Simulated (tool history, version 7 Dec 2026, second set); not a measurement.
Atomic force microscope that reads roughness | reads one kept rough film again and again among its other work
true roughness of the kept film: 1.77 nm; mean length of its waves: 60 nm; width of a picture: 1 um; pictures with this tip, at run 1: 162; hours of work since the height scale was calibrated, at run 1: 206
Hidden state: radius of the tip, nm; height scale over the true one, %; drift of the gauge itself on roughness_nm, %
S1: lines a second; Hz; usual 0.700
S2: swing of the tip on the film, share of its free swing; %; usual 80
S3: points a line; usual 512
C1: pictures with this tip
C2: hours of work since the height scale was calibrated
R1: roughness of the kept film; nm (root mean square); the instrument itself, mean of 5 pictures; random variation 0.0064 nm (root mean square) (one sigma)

run,hour,S1,S2,S3,C1,C2,R1
1,0.0,0.700,80,512,162,206,1.707
# hour 25.9: new tip fitted
2,38.5,0.700,82,512,26,229,1.683
3,57.7,0.700,82,512,67,241,1.692
4,93.0,0.700,82,512,142,263,1.697
5,112.7,0.700,82,512,184,275,1.696
# hour 127.8: new tip fitted
6,144.7,0.700,82,285,35,294,1.689
7,181.4,0.700,82,285,113,317,1.688
8,221.3,0.700,80,512,198,341,1.690
# hour 230.0: new tip fitted
9,243.3,2.376,80,512,28,354,1.587
10,279.2,2.376,80,512,104,376,1.587
11,322.1,2.376,80,512,195,403,1.579
# hour 331.0: new tip fitted
12,357.7,0.700,60,512,56,424,1.735
13,397.7,0.700,60,512,141,449,1.724
14,429.7,0.700,68,512,209,469,1.718
# hour 433.5: new tip fitted
15,457.6,0.700,68,512,51,486,1.719
16,487.6,0.700,80,512,115,504,1.696
17,518.2,0.700,80,512,179,523,1.697
# hour 537.6: new tip fitted
18,555.2,0.700,80,512,38,545,1.703
19,574.1,0.700,80,512,78,557,1.701
20,599.8,0.700,80,512,132,573,1.690
21,625.9,2.127,88,593,188,589,1.545
# hour 639.5: new tip fitted
22,663.3,2.127,88,593,51,611,1.551
23,701.9,2.731,78,272,132,635,1.573
# hour 741.7: new tip fitted
24,743.5,2.731,78,751,4,661,1.570
25,761.3,0.732,80,512,41,671,1.693
26,779.6,1.556,59,512,80,683,1.710
27,799.9,1.556,59,512,123,695,1.708
28,823.0,1.556,59,512,172,709,1.711
# hour 843.6: new tip fitted
29,859.6,1.556,59,512,33,732,1.703
30,894.9,1.556,59,512,108,753,1.708
31,915.4,1.556,59,512,152,766,1.713
# hour 946.7: new tip fitted
32,955.2,1.556,80,452,18,790,1.637
33,980.6,3.407,67,452,72,806,1.626
34,1012.5,1.285,64,325,139,825,1.706
35,1033.4,1.122,60,397,183,838,1.711
# hour 1050.9: new tip fitted
36,1061.4,0.517,80,512,22,855,1.709
37,1087.8,1.188,82,281,78,871,1.650
38,1112.5,1.188,82,281,130,887,1.646

5 ways to go on from here, each from the tool as it stands after run 38. What would each give?
A,1148.7,0.543,64,768,207,909,?
B,1148.7,2.495,88,337,207,909,?
C,1148.7,1.188,59,275,207,909,?
D,1148.7,1.784,61,783,207,909,?
E,1148.7,0.700,70,512,207,909,?

run,R1
A,1.732
B,1.524
C,1.715
D,1.704
E,1.716
Without the tool's hidden state the same runs would have given:
run,R1
A,1.735
B,1.526
C,1.717
D,1.706
E,1.718
